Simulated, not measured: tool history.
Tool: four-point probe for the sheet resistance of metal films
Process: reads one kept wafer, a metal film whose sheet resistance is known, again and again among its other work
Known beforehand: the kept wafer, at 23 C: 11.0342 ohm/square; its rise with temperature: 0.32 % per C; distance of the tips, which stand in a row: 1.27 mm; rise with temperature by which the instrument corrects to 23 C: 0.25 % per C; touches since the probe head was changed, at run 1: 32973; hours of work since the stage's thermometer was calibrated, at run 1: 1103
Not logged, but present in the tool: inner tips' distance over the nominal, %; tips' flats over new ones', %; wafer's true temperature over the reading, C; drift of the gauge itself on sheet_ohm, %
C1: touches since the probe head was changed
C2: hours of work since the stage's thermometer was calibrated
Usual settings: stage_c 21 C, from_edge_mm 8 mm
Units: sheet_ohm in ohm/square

Run 1, hour 0: usual settings; C1 32973; C2 1103. Result: sheet_ohm 11.186719 ohm/square.
Run 2, hour 37.5: usual settings; C1 34181; C2 1122. Result: sheet_ohm 11.187463 ohm/square.
Run 3, hour 121.6: usual settings; C1 36894; C2 1164. Result: sheet_ohm 11.193892 ohm/square.
Run 4, hour 209.5: usual settings; C1 39730; C2 1207. Result: sheet_ohm 11.184568 ohm/square.
Run 5, hour 287.6: usual settings; C1 42249; C2 1246. Result: sheet_ohm 11.191571 ohm/square.
Run 6, hour 326.9: usual settings; C1 43513; C2 1265. Result: sheet_ohm 11.195927 ohm/square.
Run 7, hour 367.4: usual settings; C1 44822; C2 1285. Result: sheet_ohm 11.192031 ohm/square.
Run 8, hour 423.6: usual settings but from_edge_mm 5 mm; C1 46633; C2 1313. Result: sheet_ohm 11.413889 ohm/square.
Run 9, hour 481.1: usual settings but stage_c 22 C, from_edge_mm 5 mm; C1 48489; C2 1342. Result: sheet_ohm 11.423305 ohm/square.
Run 10, hour 564.4: usual settings; C1 51174; C2 1383. Result: sheet_ohm 11.197004 ohm/square.
Run 11, hour 622.1: usual settings; C1 53036; C2 1411. Result: sheet_ohm 11.197265 ohm/square.
At hour 668.4: stage's thermometer calibrated.
Run 12, hour 694.8: usual settings; C1 55364; C2 13. Result: sheet_ohm 11.201008 ohm/square.
Run 13, hour 778.5: usual settings but from_edge_mm 11 mm; C1 58063; C2 55. Result: sheet_ohm 11.132696 ohm/square.
At hour 800.3: stage's thermometer calibrated, once more.
Run 14, hour 846.2: usual settings; C1 60230; C2 23. Result: sheet_ohm 11.180691 ohm/square.
Run 15, hour 890: usual settings; C1 61642; C2 44. Result: sheet_ohm 11.186017 ohm/square.
Run 16, hour 933.6: usual settings; C1 63046; C2 66. Result: sheet_ohm 11.187243 ohm/square.
Run 17, hour 1015.7: usual settings; C1 65694; C2 107. Result: sheet_ohm 11.186609 ohm/square.
Run 18, hour 1078.7: usual settings; C1 67726; C2 138. Result: sheet_ohm 11.186267 ohm/square.
Run 19, hour 1116.9: usual settings; C1 68961; C2 157. Result: sheet_ohm 11.187663 ohm/square.
Run 20, hour 1185.2: usual settings; C1 71162; C2 191. Result: sheet_ohm 11.187244 ohm/square.
Run 21, hour 1264.5: usual settings; C1 73719; C2 230. Result: sheet_ohm 11.191872 ohm/square.
Run 22, hour 1351.2: usual settings; C1 76516; C2 273. Result: sheet_ohm 11.193608 ohm/square.
Run 23, hour 1429.7: usual settings; C1 79048; C2 312. Result: sheet_ohm 11.194029 ohm/square.
Run 24, hour 1479.6: usual settings but stage_c 33 C, from_edge_mm 34 mm; C1 80656; C2 336. Result: sheet_ohm 11.142063 ohm/square.
Run 25, hour 1539.8: usual settings but stage_c 33 C, from_edge_mm 34 mm; C1 82597; C2 366. Result: sheet_ohm 11.141313 ohm/square.
Run 26, hour 1628.1: usual settings but stage_c 19 C, from_edge_mm 42 mm; C1 85444; C2 410. Result: sheet_ohm 11.034965 ohm/square.
Run 27, hour 1712: usual settings but stage_c 19 C, from_edge_mm 4 mm; C1 88149; C2 452. Result: sheet_ohm 11.60108 ohm/square.
Run 28, hour 1768.5: usual settings but stage_c 29 C, from_edge_mm 6 mm; C1 89971; C2 480. Result: sheet_ohm 11.36616 ohm/square.
Run 29, hour 1814.4: usual settings but stage_c 35 C, from_edge_mm 17 mm; C1 91452; C2 502. Result: sheet_ohm 11.185896 ohm/square.
Run 30, hour 1878.6: usual settings but stage_c 27 C, from_edge_mm 15 mm; C1 93523; C2 534. Result: sheet_ohm 11.140924 ohm/square.
Run 31, hour 1961.2: usual settings but stage_c 19 C, from_edge_mm 69 mm; C1 96188; C2 575. Result: sheet_ohm 11.036316 ohm/square.
Run 32, hour 2008: usual settings but stage_c 19 C, from_edge_mm 69 mm; C1 97697; C2 598. Result: sheet_ohm 11.038832 ohm/square.
Run 33, hour 2058.9: usual settings but stage_c 19 C, from_edge_mm 69 mm; C1 99337; C2 623. Result: sheet_ohm 11.037137 ohm/square.
Run 34, hour 2107: usual settings but stage_c 30 C, from_edge_mm 34 mm; C1 100887; C2 647. Result: sheet_ohm 11.126087 ohm/square.
Run 35, hour 2160.3: usual settings but stage_c 30 C, from_edge_mm 34 mm; C1 102606; C2 674. Result: sheet_ohm 11.130626 ohm/square.
Run 36, hour 2198.4: usual settings but stage_c 26 C, from_edge_mm 45 mm; C1 103835; C2 692. Result: sheet_ohm 11.096194 ohm/square.
Run 37, hour 2275.2: usual settings but stage_c 34 C, from_edge_mm 3 mm; C1 106312; C2 731. Result: sheet_ohm 12.126321 ohm/square.
Run 38, hour 2329.2: usual settings but stage_c 34 C, from_edge_mm 3 mm; C1 108055; C2 757. Result: sheet_ohm 12.126997 ohm/square.
Run 39, hour 2386.9: usual settings but stage_c 27 C, from_edge_mm 4 mm; C1 109914; C2 786. Result: sheet_ohm 11.668138 ohm/square.
Run 40, hour 2464.5: usual settings but stage_c 27 C, from_edge_mm 6 mm; C1 112416; C2 824. Result: sheet_ohm 11.361909 ohm/square.
Run 41, hour 2517.5: usual settings but stage_c 25 C, from_edge_mm 29 mm; C1 114125; C2 851. Result: sheet_ohm 11.102494 ohm/square.
Run 42, hour 2606.5: usual settings but stage_c 25 C, from_edge_mm 29 mm; C1 116996; C2 895. Result: sheet_ohm 11.099992 ohm/square.
Run 43, hour 2656.4: usual settings but stage_c 25 C, from_edge_mm 3 mm; C1 118607; C2 919. Result: sheet_ohm 12.05821 ohm/square.
Run 44, hour 2735.7: usual settings but stage_c 33 C, from_edge_mm 49 mm; C1 121163; C2 959. Result: sheet_ohm 11.159918 ohm/square.
Run 45, hour 2814.5: usual settings but stage_c 27 C, from_edge_mm 53 mm; C1 123704; C2 998. Result: sheet_ohm 11.113458 ohm/square.

Predict each of these 3 candidate next runs independently; none follows another, all start after run 45:
Run A, hour 2858.4: usual settings but stage_c 23 C, from_edge_mm 13 mm; C1 125119; C2 1019. Result: sheet_ohm ?.
Run B, hour 2858.4: usual settings but stage_c 19 C, from_edge_mm 31 mm; C1 125119; C2 1019. Result: sheet_ohm ?.
Run C, hour 2858.4: usual settings but stage_c 29 C, from_edge_mm 13 mm; C1 125119; C2 1019. Result: sheet_ohm ?.

run  sheet_ohm
  A  11.135695
  B  11.057366
  C  11.184473
What these runs would have given with no unlogged condition in the tool:
run  sheet_ohm
  A  11.091271
  B  11.013107
  C  11.140055

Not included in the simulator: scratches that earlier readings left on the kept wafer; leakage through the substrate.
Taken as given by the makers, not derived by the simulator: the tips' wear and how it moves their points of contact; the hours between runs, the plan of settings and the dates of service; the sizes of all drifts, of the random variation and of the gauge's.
